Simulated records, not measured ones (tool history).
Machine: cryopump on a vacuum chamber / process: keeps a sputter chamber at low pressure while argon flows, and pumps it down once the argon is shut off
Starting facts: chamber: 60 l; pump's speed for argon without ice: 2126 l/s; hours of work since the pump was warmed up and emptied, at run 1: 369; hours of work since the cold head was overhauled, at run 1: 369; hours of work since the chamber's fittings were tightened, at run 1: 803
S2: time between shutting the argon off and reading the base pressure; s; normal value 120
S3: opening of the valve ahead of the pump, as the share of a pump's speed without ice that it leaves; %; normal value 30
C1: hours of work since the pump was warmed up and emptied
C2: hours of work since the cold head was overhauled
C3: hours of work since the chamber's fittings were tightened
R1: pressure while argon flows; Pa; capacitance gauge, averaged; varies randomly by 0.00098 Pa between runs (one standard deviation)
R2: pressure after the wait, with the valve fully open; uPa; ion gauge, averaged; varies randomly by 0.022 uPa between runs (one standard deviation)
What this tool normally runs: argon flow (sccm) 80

Run 1, day 0: usual settings; C1 369; C2 369; C3 803. Result: R1 0.2184 Pa, R2 0.71 uPa.
Run 2, day 0.9: usual settings; C1 382; C2 382; C3 815. Result: R1 0.221 Pa, R2 0.79 uPa.
Run 3, day 1.729: usual settings; C1 393; C2 393; C3 826. Result: R1 0.2204 Pa, R2 0.73 uPa.
Run 4, day 2.529: usual settings but S3 29 %; C1 404; C2 404; C3 838. Result: R1 0.2281 Pa, R2 0.74 uPa.
Run 5, day 3.071: usual settings but argon flow (sccm) 68; C1 412; C2 412; C3 845. Result: R1 0.1879 Pa, R2 0.74 uPa.
Run 6, day 4.212: usual settings but argon flow (sccm) 68; C1 428; C2 428; C3 861. Result: R1 0.1864 Pa, R2 0.74 uPa.
Run 7, day 4.846: usual settings but S2 32 s; C1 437; C2 437; C3 870. Result: R1 0.2201 Pa, R2 2.06 uPa.
Run 8, day 5.704: usual settings but S2 32 s; C1 448; C2 448; C3 882. Result: R1 0.2204 Pa, R2 2.08 uPa.
Run 9, day 6.271: usual settings but S3 48 %; C1 456; C2 456; C3 889. Result: R1 0.1419 Pa, R2 0.75 uPa.
Run 10, day 7.088: usual settings but S2 129 s, S3 48 %; C1 468; C2 468; C3 901. Result: R1 0.1431 Pa, R2 0.72 uPa.
Run 11, day 7.746: usual settings but S2 129 s, S3 48 %; C1 477; C2 477; C3 910. Result: R1 0.143 Pa, R2 0.71 uPa.
Run 12, day 8.417: usual settings but argon flow (sccm) 78, S2 64 s, S3 18 %; C1 486; C2 486; C3 919. Result: R1 0.3537 Pa, R2 1.18 uPa.
Run 13, day 9.592: usual settings but argon flow (sccm) 143, S2 66 s, S3 40 %; C1 502; C2 502; C3 935. Result: R1 0.3027 Pa, R2 1.16 uPa.
Run 14, day 10.604: usual settings but argon flow (sccm) 91, S3 31 %; C1 516; C2 516; C3 949. Result: R1 0.2455 Pa, R2 0.73 uPa.
Run 15, day 11.812: usual settings but argon flow (sccm) 81, S2 84 s; C1 533; C2 533; C3 966. Result: R1 0.2268 Pa, R2 0.98 uPa.
Run 16, day 12.7: usual settings but argon flow (sccm) 81, S2 84 s; C1 545; C2 545; C3 978. Result: R1 0.225 Pa, R2 0.97 uPa.
Run 17, day 13.846: usual settings but argon flow (sccm) 81, S2 84 s; C1 561; C2 561; C3 994. Result: R1 0.2262 Pa, R2 0.99 uPa.
Run 18, day 14.362: usual settings but argon flow (sccm) 81, S2 84 s; C1 568; C2 568; C3 1001. Result: R1 0.2263 Pa, R2 0.97 uPa.
Run 19, day 14.871: usual settings but argon flow (sccm) 55, S3 25 %; C1 575; C2 575; C3 1008. Result: R1 0.181 Pa, R2 0.79 uPa.
Run 20, day 15.762: usual settings but argon flow (sccm) 125, S2 153 s, S3 20 %; C1 588; C2 588; C3 1021. Result: R1 0.5137 Pa, R2 0.66 uPa.
Run 21, day 16.938: usual settings but argon flow (sccm) 73, S2 193 s, S3 44 %; C1 604; C2 604; C3 1037. Result: R1 0.144 Pa, R2 0.6 uPa.

4 ways to go on from here, each from the tool as it stands after run 21. What would each give?
Run A, day 18.054: usual settings but argon flow (sccm) 43, S2 290 s, S3 35 %; C1 619; C2 619; C3 1052. Result: R1 ?, R2 ?.
Run B, day 18.054: usual settings but argon flow (sccm) 37, S2 193 s, S3 37 %; C1 619; C2 619; C3 1052. Result: R1 ?, R2 ?.
Run C, day 18.054: usual settings but argon flow (sccm) 88, S2 56 s, S3 51 %; C1 619; C2 619; C3 1052. Result: R1 ?, R2 ?.
Run D, day 18.054: usual settings but argon flow (sccm) 43, S2 193 s, S3 20 %; C1 619; C2 619; C3 1052. Result: R1 ?, R2 ?.

run      R1    R2
  A  0.1032  0.51
  B  0.0854  0.63
  C  0.1512  1.35
  D  0.1776  0.61
With the hidden condition removed and each run's random variation left untouched, the same runs would have given:
run      R1    R2
  A  0.0964  0.35
  B  0.0794  0.47
  C  0.1372  1.19
  D  0.1707  0.45
